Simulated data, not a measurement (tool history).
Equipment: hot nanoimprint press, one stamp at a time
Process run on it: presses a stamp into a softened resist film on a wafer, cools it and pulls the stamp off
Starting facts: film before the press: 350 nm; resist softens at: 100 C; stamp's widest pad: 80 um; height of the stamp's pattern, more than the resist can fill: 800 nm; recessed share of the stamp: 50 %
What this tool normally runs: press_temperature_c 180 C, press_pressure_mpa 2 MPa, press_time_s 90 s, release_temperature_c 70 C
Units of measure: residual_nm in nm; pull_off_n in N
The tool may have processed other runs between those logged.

run 1 hour=0 | press_temperature_c=180 press_pressure_mpa=2 press_time_s=90 release_temperature_c=70 | residual_nm=137.4 pull_off_n=130
run 2 hour=30.5 | press_temperature_c=180 press_pressure_mpa=2 press_time_s=90 release_temperature_c=70 | residual_nm=136.9 pull_off_n=130
run 3 hour=65.9 | press_temperature_c=186 press_pressure_mpa=2 press_time_s=90 release_temperature_c=70 | residual_nm=114.8 pull_off_n=136
run 4 hour=105.2 | press_temperature_c=186 press_pressure_mpa=2 press_time_s=90 release_temperature_c=70 | residual_nm=114.1 pull_off_n=152
-- hour=144.3 plate thermocouple calibrated
run 5 hour=144.8 | press_temperature_c=186 press_pressure_mpa=2 press_time_s=90 release_temperature_c=70 | residual_nm=119.7 pull_off_n=149
run 6 hour=191.3 | press_temperature_c=180 press_pressure_mpa=2 press_time_s=90 release_temperature_c=70 | residual_nm=142.8 pull_off_n=148
run 7 hour=218.2 | press_temperature_c=180 press_pressure_mpa=2.01 press_time_s=90 release_temperature_c=70 | residual_nm=141.9 pull_off_n=155
run 8 hour=240.9 | press_temperature_c=180 press_pressure_mpa=1.98 press_time_s=90 release_temperature_c=70 | residual_nm=143.2 pull_off_n=157
run 9 hour=287.3 | press_temperature_c=180 press_pressure_mpa=1.98 press_time_s=90 release_temperature_c=70 | residual_nm=143.2 pull_off_n=160
run 10 hour=333.5 | press_temperature_c=184 press_pressure_mpa=1.98 press_time_s=90 release_temperature_c=70 | residual_nm=128 pull_off_n=165
run 11 hour=360.8 | press_temperature_c=184 press_pressure_mpa=1.98 press_time_s=90 release_temperature_c=70 | residual_nm=125.7 pull_off_n=169
run 12 hour=395.2 | press_temperature_c=184 press_pressure_mpa=1.98 press_time_s=90 release_temperature_c=70 | residual_nm=126 pull_off_n=168
run 13 hour=427.5 | press_temperature_c=177 press_pressure_mpa=2 press_time_s=90 release_temperature_c=70 | residual_nm=154.6 pull_off_n=174
-- hour=452.5 stamp cleaned and given a new release coat
run 14 hour=479.7 | press_temperature_c=177 press_pressure_mpa=2 press_time_s=90 release_temperature_c=70 | residual_nm=154.4 pull_off_n=121
run 15 hour=505.8 | press_temperature_c=177 press_pressure_mpa=2 press_time_s=90 release_temperature_c=70 | residual_nm=152.3 pull_off_n=128
run 16 hour=545 | press_temperature_c=176 press_pressure_mpa=2 press_time_s=73 release_temperature_c=58 | residual_nm=170.1 pull_off_n=147
run 17 hour=592.6 | press_temperature_c=175 press_pressure_mpa=2 press_time_s=90 release_temperature_c=70 | residual_nm=161.1 pull_off_n=135
run 18 hour=638.1 | press_temperature_c=175 press_pressure_mpa=2 press_time_s=90 release_temperature_c=70 | residual_nm=160.5 pull_off_n=136
run 19 hour=671.9 | press_temperature_c=181 press_pressure_mpa=2 press_time_s=90 release_temperature_c=70 | residual_nm=133.6 pull_off_n=134
-- hour=705.8 press's hydraulic seals changed and the load cell set to zero
run 20 hour=713.5 | press_temperature_c=191 press_pressure_mpa=2.31 press_time_s=90 release_temperature_c=74 | residual_nm=92.4 pull_off_n=132

The next listed run, before its measurement:
run 21 hour=761.8 | press_temperature_c=191 press_pressure_mpa=2.31 press_time_s=90 release_temperature_c=74 | residual_nm=? pull_off_n=?

{"run 21": {"residual_nm": 91.7, "pull_off_n": 142}}
Were there no unlogged condition in the tool, this run, its random variation unchanged, would have produced residual_nm 95.9 nm, pull_off_n 115 N.
